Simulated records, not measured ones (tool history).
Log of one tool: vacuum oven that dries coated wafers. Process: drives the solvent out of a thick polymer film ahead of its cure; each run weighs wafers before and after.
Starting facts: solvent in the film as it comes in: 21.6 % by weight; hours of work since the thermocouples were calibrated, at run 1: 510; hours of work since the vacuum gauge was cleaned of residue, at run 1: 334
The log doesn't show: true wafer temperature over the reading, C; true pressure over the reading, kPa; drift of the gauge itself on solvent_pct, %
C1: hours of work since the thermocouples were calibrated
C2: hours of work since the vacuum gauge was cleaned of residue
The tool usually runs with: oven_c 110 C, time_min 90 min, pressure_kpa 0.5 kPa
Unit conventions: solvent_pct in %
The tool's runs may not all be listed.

run 1 hour=0 | oven_c=110 time_min=90 pressure_kpa=0.5 | C1=510 C2=334 | solvent_pct=3.25
run 2 hour=11.8 | oven_c=110 time_min=90 pressure_kpa=0.5 | C1=515 C2=340 | solvent_pct=3.25
run 3 hour=22 | oven_c=110 time_min=90 pressure_kpa=0.5 | C1=520 C2=345 | solvent_pct=3.23
run 4 hour=32.8 | oven_c=96 time_min=90 pressure_kpa=0.5 | C1=525 C2=349 | solvent_pct=7.97
run 5 hour=46.3 | oven_c=96 time_min=90 pressure_kpa=0.5 | C1=531 C2=356 | solvent_pct=7.91
run 6 hour=60.7 | oven_c=96 time_min=90 pressure_kpa=0.5 | C1=538 C2=362 | solvent_pct=8.09
run 7 hour=73.8 | oven_c=96 time_min=90 pressure_kpa=0.5 | C1=544 C2=368 | solvent_pct=8.22
run 8 hour=88.2 | oven_c=96 time_min=90 pressure_kpa=0.5 | C1=550 C2=375 | solvent_pct=8.01
run 9 hour=101.2 | oven_c=110 time_min=90 pressure_kpa=1.097 | C1=556 C2=381 | solvent_pct=3.63
run 10 hour=114.5 | oven_c=110 time_min=90 pressure_kpa=1.097 | C1=562 C2=387 | solvent_pct=3.63
run 11 hour=135.4 | oven_c=110 time_min=90 pressure_kpa=1.097 | C1=572 C2=397 | solvent_pct=3.66
run 12 hour=147.1 | oven_c=110 time_min=90 pressure_kpa=1.952 | C1=577 C2=402 | solvent_pct=4.06
run 13 hour=162.7 | oven_c=103 time_min=90 pressure_kpa=0.5 | C1=585 C2=409 | solvent_pct=5.5
run 14 hour=179.1 | oven_c=103 time_min=90 pressure_kpa=0.5 | C1=592 C2=417 | solvent_pct=5.55
run 15 hour=193.3 | oven_c=103 time_min=90 pressure_kpa=0.5 | C1=599 C2=423 | solvent_pct=5.48
run 16 hour=204.9 | oven_c=103 time_min=90 pressure_kpa=0.5 | C1=604 C2=428 | solvent_pct=5.57
run 17 hour=223.4 | oven_c=103 time_min=90 pressure_kpa=0.5 | C1=612 C2=437 | solvent_pct=5.57
run 18 hour=232.4 | oven_c=110 time_min=90 pressure_kpa=0.5 | C1=616 C2=441 | solvent_pct=3.32
run 19 hour=245.6 | oven_c=110 time_min=50 pressure_kpa=0.5 | C1=622 C2=447 | solvent_pct=6.67
run 20 hour=255 | oven_c=110 time_min=50 pressure_kpa=0.5 | C1=627 C2=451 | solvent_pct=6.71
run 21 hour=275.9 | oven_c=110 time_min=50 pressure_kpa=0.5 | C1=636 C2=461 | solvent_pct=6.7
run 22 hour=292 | oven_c=96 time_min=90 pressure_kpa=0.5 | C1=644 C2=468 | solvent_pct=8.05
run 23 hour=313.1 | oven_c=96 time_min=90 pressure_kpa=0.5 | C1=653 C2=478 | solvent_pct=8.06
run 24 hour=329.4 | oven_c=110 time_min=90 pressure_kpa=0.5 | C1=661 C2=485 | solvent_pct=3.31
run 25 hour=351 | oven_c=110 time_min=131 pressure_kpa=1.128 | C1=671 C2=495 | solvent_pct=2.05
run 26 hour=365.5 | oven_c=110 time_min=90 pressure_kpa=0.285 | C1=677 C2=502 | solvent_pct=3.28
run 27 hour=386.6 | oven_c=117 time_min=141 pressure_kpa=0.285 | C1=687 C2=512 | solvent_pct=0.51
run 28 hour=400.1 | oven_c=96 time_min=141 pressure_kpa=1.321 | C1=693 C2=518 | solvent_pct=5.92
run 29 hour=417.2 | oven_c=96 time_min=141 pressure_kpa=1.321 | C1=701 C2=526 | solvent_pct=6.08
run 30 hour=432.8 | oven_c=96 time_min=141 pressure_kpa=1.321 | C1=708 C2=533 | solvent_pct=5.91
run 31 hour=448.5 | oven_c=99 time_min=49 pressure_kpa=0.445 | C1=715 C2=540 | solvent_pct=10.61
run 32 hour=459.5 | oven_c=105 time_min=72 pressure_kpa=0.604 | C1=720 C2=545 | solvent_pct=6.26
run 33 hour=471.3 | oven_c=116 time_min=102 pressure_kpa=0.57 | C1=726 C2=550 | solvent_pct=1.43
run 34 hour=483.5 | oven_c=113 time_min=91 pressure_kpa=0.313 | C1=731 C2=556 | solvent_pct=2.33
run 35 hour=504.8 | oven_c=110 time_min=46 pressure_kpa=0.5 | C1=741 C2=566 | solvent_pct=7.23
run 36 hour=524.5 | oven_c=110 time_min=46 pressure_kpa=0.5 | C1=750 C2=575 | solvent_pct=7.37
run 37 hour=539 | oven_c=108 time_min=49 pressure_kpa=0.5 | C1=757 C2=581 | solvent_pct=7.55
run 38 hour=559 | oven_c=108 time_min=49 pressure_kpa=0.5 | C1=766 C2=590 | solvent_pct=7.65
run 39 hour=569.2 | oven_c=108 time_min=49 pressure_kpa=0.5 | C1=771 C2=595 | solvent_pct=7.54
run 40 hour=589 | oven_c=108 time_min=49 pressure_kpa=0.5 | C1=780 C2=604 | solvent_pct=7.7
run 41 hour=606.6 | oven_c=108 time_min=54 pressure_kpa=0.989 | C1=788 C2=612 | solvent_pct=7.28
run 42 hour=618.6 | oven_c=108 time_min=54 pressure_kpa=0.989 | C1=793 C2=618 | solvent_pct=7.21
run 43 hour=634.2 | oven_c=108 time_min=54 pressure_kpa=0.989 | C1=800 C2=625 | solvent_pct=7.19
run 44 hour=655.3 | oven_c=113 time_min=122 pressure_kpa=0.989 | C1=810 C2=635 | solvent_pct=1.63
run 45 hour=670.8 | oven_c=113 time_min=122 pressure_kpa=0.989 | C1=817 C2=642 | solvent_pct=1.62
run 46 hour=685.9 | oven_c=113 time_min=122 pressure_kpa=0.989 | C1=824 C2=649 | solvent_pct=1.7
run 47 hour=696.2 | oven_c=101 time_min=74 pressure_kpa=0.283 | C1=829 C2=653 | solvent_pct=7.38

Below are 3 alternative next runs, each starting from the tool's condition after run 47. Predict each:
run A hour=711.7 | oven_c=110 time_min=90 pressure_kpa=0.436 | C1=836 C2=660 | solvent_pct=?
run B hour=711.7 | oven_c=106 time_min=56 pressure_kpa=0.283 | C1=836 C2=660 | solvent_pct=?
run C hour=711.7 | oven_c=96 time_min=54 pressure_kpa=0.765 | C1=836 C2=660 | solvent_pct=?

run=A solvent_pct=3.23
run=B solvent_pct=7.39
run=C solvent_pct=11.11
Without the tool's unlogged condition, the same runs would have read:
run=A solvent_pct=3.21
run=B solvent_pct=7.36
run=C solvent_pct=11.09

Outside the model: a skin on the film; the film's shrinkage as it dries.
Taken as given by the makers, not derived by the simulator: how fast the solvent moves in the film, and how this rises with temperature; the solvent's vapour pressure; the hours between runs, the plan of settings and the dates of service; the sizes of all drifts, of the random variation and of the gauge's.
